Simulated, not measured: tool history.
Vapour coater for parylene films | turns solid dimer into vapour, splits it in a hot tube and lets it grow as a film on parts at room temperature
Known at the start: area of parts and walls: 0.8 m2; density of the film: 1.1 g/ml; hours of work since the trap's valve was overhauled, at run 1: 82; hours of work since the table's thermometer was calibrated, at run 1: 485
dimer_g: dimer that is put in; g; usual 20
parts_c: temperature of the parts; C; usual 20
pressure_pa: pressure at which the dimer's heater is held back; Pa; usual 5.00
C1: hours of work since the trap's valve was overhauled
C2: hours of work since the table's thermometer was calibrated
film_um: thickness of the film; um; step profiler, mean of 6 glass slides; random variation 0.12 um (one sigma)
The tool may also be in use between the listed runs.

{"run": 1, "day": 0.0, "dimer_g": 20, "parts_c": 20, "pressure_pa": 5.0, "C1": 82, "C2": 485, "film_um": 15.53}
{"run": 2, "day": 0.692, "dimer_g": 20, "parts_c": 20, "pressure_pa": 5.0, "C1": 96, "C2": 499, "film_um": 15.62}
{"run": 3, "day": 1.575, "dimer_g": 20, "parts_c": 20, "pressure_pa": 5.0, "C1": 114, "C2": 517, "film_um": 15.57}
{"run": 4, "day": 2.3, "dimer_g": 20, "parts_c": 20, "pressure_pa": 5.0, "C1": 129, "C2": 532, "film_um": 15.32}
{"run": 5, "day": 3.071, "dimer_g": 20, "parts_c": 20, "pressure_pa": 5.0, "C1": 144, "C2": 547, "film_um": 15.43}
{"run": 6, "day": 3.879, "dimer_g": 20, "parts_c": 20, "pressure_pa": 3.81, "C1": 161, "C2": 564, "film_um": 16.1}
{"run": 7, "day": 4.708, "dimer_g": 20, "parts_c": 20, "pressure_pa": 3.81, "C1": 178, "C2": 581, "film_um": 16.04}
{"run": 8, "day": 5.429, "dimer_g": 10, "parts_c": 20, "pressure_pa": 5.0, "C1": 192, "C2": 595, "film_um": 7.6}
{"run": 9, "day": 6.429, "dimer_g": 10, "parts_c": 20, "pressure_pa": 5.0, "C1": 213, "C2": 615, "film_um": 7.6}
{"run": 10, "day": 6.854, "dimer_g": 20, "parts_c": 20, "pressure_pa": 5.0, "C1": 221, "C2": 624, "film_um": 14.96}
{"run": 11, "day": 7.475, "dimer_g": 20, "parts_c": 20, "pressure_pa": 5.0, "C1": 234, "C2": 637, "film_um": 15.12}
{"run": 12, "day": 8.396, "dimer_g": 20, "parts_c": 20, "pressure_pa": 5.0, "C1": 253, "C2": 655, "film_um": 15.09}
{"run": 13, "day": 8.862, "dimer_g": 20, "parts_c": 20, "pressure_pa": 5.0, "C1": 262, "C2": 665, "film_um": 15.01}
{"run": 14, "day": 9.471, "dimer_g": 35, "parts_c": 23, "pressure_pa": 2.05, "C1": 274, "C2": 677, "film_um": 28.3}
{"run": 15, "day": 10.496, "dimer_g": 29, "parts_c": 16, "pressure_pa": 3.86, "C1": 295, "C2": 698, "film_um": 24.79}
{"run": 16, "day": 11.488, "dimer_g": 8, "parts_c": 29, "pressure_pa": 10.33, "C1": 315, "C2": 718, "film_um": 4.14}
{"run": 17, "day": 12.458, "dimer_g": 20, "parts_c": 20, "pressure_pa": 3.37, "C1": 335, "C2": 738, "film_um": 15.73}
{"run": 18, "day": 12.958, "dimer_g": 13, "parts_c": 16, "pressure_pa": 3.35, "C1": 345, "C2": 748, "film_um": 11.42}
{"run": 19, "day": 13.404, "dimer_g": 13, "parts_c": 16, "pressure_pa": 3.35, "C1": 354, "C2": 757, "film_um": 11.09}
{"run": 20, "day": 14.262, "dimer_g": 23, "parts_c": 30, "pressure_pa": 3.68, "C1": 372, "C2": 775, "film_um": 13.96}
{"run": 21, "day": 15.038, "dimer_g": 23, "parts_c": 30, "pressure_pa": 3.68, "C1": 388, "C2": 790, "film_um": 13.75}
{"run": 22, "day": 16.05, "dimer_g": 12, "parts_c": 20, "pressure_pa": 5.0, "C1": 408, "C2": 811, "film_um": 8.65}
{"day": 16.808, "done": "trap's valve overhauled"}
{"run": 23, "day": 17.138, "dimer_g": 25, "parts_c": 20, "pressure_pa": 8.83, "C1": 7, "C2": 830, "film_um": 18.04}
{"run": 24, "day": 17.783, "dimer_g": 9, "parts_c": 26, "pressure_pa": 5.0, "C1": 20, "C2": 843, "film_um": 6.22}
{"run": 25, "day": 18.338, "dimer_g": 9, "parts_c": 26, "pressure_pa": 5.0, "C1": 31, "C2": 854, "film_um": 6.14}

Forecast each of these 3 alternatives for the next run:
{"run": "A", "day": 19.088, "dimer_g": 23, "parts_c": 26, "pressure_pa": 3.53, "C1": 46, "C2": 869, "film_um": "?"}
{"run": "B", "day": 19.088, "dimer_g": 25, "parts_c": 26, "pressure_pa": 5.0, "C1": 46, "C2": 869, "film_um": "?"}
{"run": "C", "day": 19.088, "dimer_g": 8, "parts_c": 20, "pressure_pa": 9.73, "C1": 46, "C2": 869, "film_um": "?"}

run=A film_um=16.58
run=B film_um=16.96
run=C film_um=5.63
Without the tool's hidden state the same runs would have given:
run=A film_um=16.33
run=B film_um=16.71
run=C film_um=5.54
